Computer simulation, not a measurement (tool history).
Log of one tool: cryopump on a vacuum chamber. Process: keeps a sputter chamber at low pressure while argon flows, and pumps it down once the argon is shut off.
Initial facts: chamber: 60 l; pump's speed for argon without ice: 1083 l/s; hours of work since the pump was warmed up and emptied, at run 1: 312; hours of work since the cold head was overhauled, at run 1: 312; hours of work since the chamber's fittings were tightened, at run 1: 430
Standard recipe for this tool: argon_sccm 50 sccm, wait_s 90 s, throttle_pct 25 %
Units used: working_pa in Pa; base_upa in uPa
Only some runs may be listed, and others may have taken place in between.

| run | hour | argon_sccm | wait_s | throttle_pct | hours of work since the pump was warmed up and emptied | hours of work since the cold head was overhauled | hours of work since the chamber's fittings were tightened | working_pa | base_upa |
|---|---|---|---|---|---|---|---|---|---|
| 1 | 0 | 50 | 90 | 25 | 312 | 312 | 430 | 0.3217 | 1.83 |
| 2 | 12.7 | 50 | 90 | 25 | 319 | 319 | 436 | 0.3189 | 1.91 |
| 3 | 27.8 | 50 | 90 | 25 | 326 | 326 | 443 | 0.3219 | 1.84 |
| 4 | 43.5 | 50 | 90 | 25 | 334 | 334 | 451 | 0.323 | 1.89 |
| 5 | 65.1 | 50 | 90 | 25 | 345 | 345 | 462 | 0.3204 | 1.91 |
| 6 | 80.9 | 50 | 90 | 25 | 353 | 353 | 470 | 0.3215 | 2 |
| 7 | 94.9 | 50 | 90 | 25 | 360 | 360 | 477 | 0.3215 | 1.93 |
| 8 | 109.9 | 50 | 90 | 25 | 367 | 367 | 484 | 0.3219 | 1.92 |
| 9 | 129.7 | 50 | 90 | 25 | 377 | 377 | 494 | 0.3222 | 1.96 |
| 10 | 142 | 50 | 90 | 25 | 383 | 383 | 500 | 0.3242 | 1.95 |
| 11 | 154.4 | 50 | 90 | 25 | 389 | 389 | 506 | 0.3249 | 1.95 |
| 12 | 177.8 | 50 | 90 | 20 | 401 | 401 | 518 | 0.4028 | 2.04 |
| 13 | 189.2 | 50 | 90 | 25 | 406 | 406 | 524 | 0.3256 | 2.03 |
| 14 | 213.4 | 50 | 90 | 25 | 419 | 419 | 536 | 0.3242 | 1.99 |
| 15 | 232 | 50 | 90 | 25 | 428 | 428 | 545 | 0.3252 | 2.01 |
| 16 | 254.4 | 50 | 90 | 25 | 439 | 439 | 556 | 0.3252 | 2.1 |
| 17 | 268.5 | 27 | 90 | 25 | 446 | 446 | 563 | 0.1745 | 2.06 |
| 18 | 290.6 | 27 | 90 | 25 | 457 | 457 | 574 | 0.175 | 2.11 |
| 19 | 311.8 | 27 | 267 | 25 | 467 | 467 | 585 | 0.1759 | 1.39 |
| 20 | 331.1 | 32 | 157 | 29 | 477 | 477 | 594 | 0.1813 | 1.66 |
| 21 | 346.8 | 28 | 62 | 25 | 485 | 485 | 602 | 0.1832 | 2.6 |
| 22 | 362 | 28 | 37 | 51 | 492 | 492 | 610 | 0.0936 | 3.64 |
| 23 | 374.7 | 22 | 22 | 35 | 499 | 499 | 616 | 0.1056 | 5.62 |
| 24 | 385 | 25 | 44 | 55 | 504 | 504 | 621 | 0.0773 | 3.32 |
| 25 | 403.7 | 90 | 25 | 23 | 513 | 513 | 630 | 0.6375 | 4.86 |
| 26 | 425.2 | 90 | 25 | 23 | 524 | 524 | 641 | 0.6358 | 4.92 |
| 27 | 441.7 | 50 | 148 | 54 | 532 | 532 | 649 | 0.1601 | 1.81 |
| 28 | 457.8 | 50 | 162 | 54 | 540 | 540 | 657 | 0.1604 | 1.76 |
| 29 | 477.9 | 50 | 162 | 54 | 550 | 550 | 667 | 0.1601 | 1.82 |
| 30 | 490 | 50 | 162 | 54 | 556 | 556 | 673 | 0.161 | 1.8 |
| 31 | 508.5 | 84 | 162 | 54 | 565 | 565 | 682 | 0.2738 | 1.83 |
| 32 | 532 | 50 | 90 | 43 | 577 | 577 | 694 | 0.1973 | 2.26 |
| 33 | 551.3 | 50 | 28 | 25 | 587 | 587 | 704 | 0.3273 | 4.53 |
| 34 | 572.5 | 23 | 27 | 24 | 597 | 597 | 714 | 0.157 | 4.68 |
| 35 | 588.4 | 25 | 90 | 25 | 605 | 605 | 722 | 0.1656 | 2.29 |

The same runs without the tool's hidden state, with the same run-to-run variation:
Hidden conditions of the tool in this case: pump's speed, % of a pump's without ice; cold plate's temperature, K; leak into the chamber, uPa l/s; drift of the gauge itself on working_pa, %; drift of the gauge itself on base_upa, %.
| run | working_pa | base_upa |
|---|---|---|
| 1 | 0.3129 | 1.28 |
| 2 | 0.31 | 1.34 |
| 3 | 0.3127 | 1.29 |
| 4 | 0.3136 | 1.3 |
| 5 | 0.3107 | 1.31 |
| 6 | 0.3115 | 1.37 |
| 7 | 0.3113 | 1.31 |
| 8 | 0.3114 | 1.29 |
| 9 | 0.3115 | 1.31 |
| 10 | 0.3133 | 1.3 |
| 11 | 0.3137 | 1.29 |
| 12 | 0.3913 | 1.35 |
| 13 | 0.3138 | 1.34 |
| 14 | 0.3121 | 1.3 |
| 15 | 0.3128 | 1.3 |
| 16 | 0.3124 | 1.34 |
| 17 | 0.1675 | 1.31 |
| 18 | 0.1678 | 1.33 |
| 19 | 0.1684 | 0.61 |
| 20 | 0.1723 | 0.84 |
| 21 | 0.1751 | 1.78 |
| 22 | 0.0854 | 2.81 |
| 23 | 0.099 | 4.75 |
| 24 | 0.0698 | 2.46 |
| 25 | 0.6099 | 4.01 |
| 26 | 0.6077 | 4.04 |
| 27 | 0.1442 | 0.92 |
| 28 | 0.1441 | 0.84 |
| 29 | 0.1435 | 0.89 |
| 30 | 0.1442 | 0.87 |
| 31 | 0.2447 | 0.86 |
| 32 | 0.1798 | 1.3 |
| 33 | 0.3096 | 3.56 |
| 34 | 0.1486 | 3.69 |
| 35 | 0.1563 | 1.3 |

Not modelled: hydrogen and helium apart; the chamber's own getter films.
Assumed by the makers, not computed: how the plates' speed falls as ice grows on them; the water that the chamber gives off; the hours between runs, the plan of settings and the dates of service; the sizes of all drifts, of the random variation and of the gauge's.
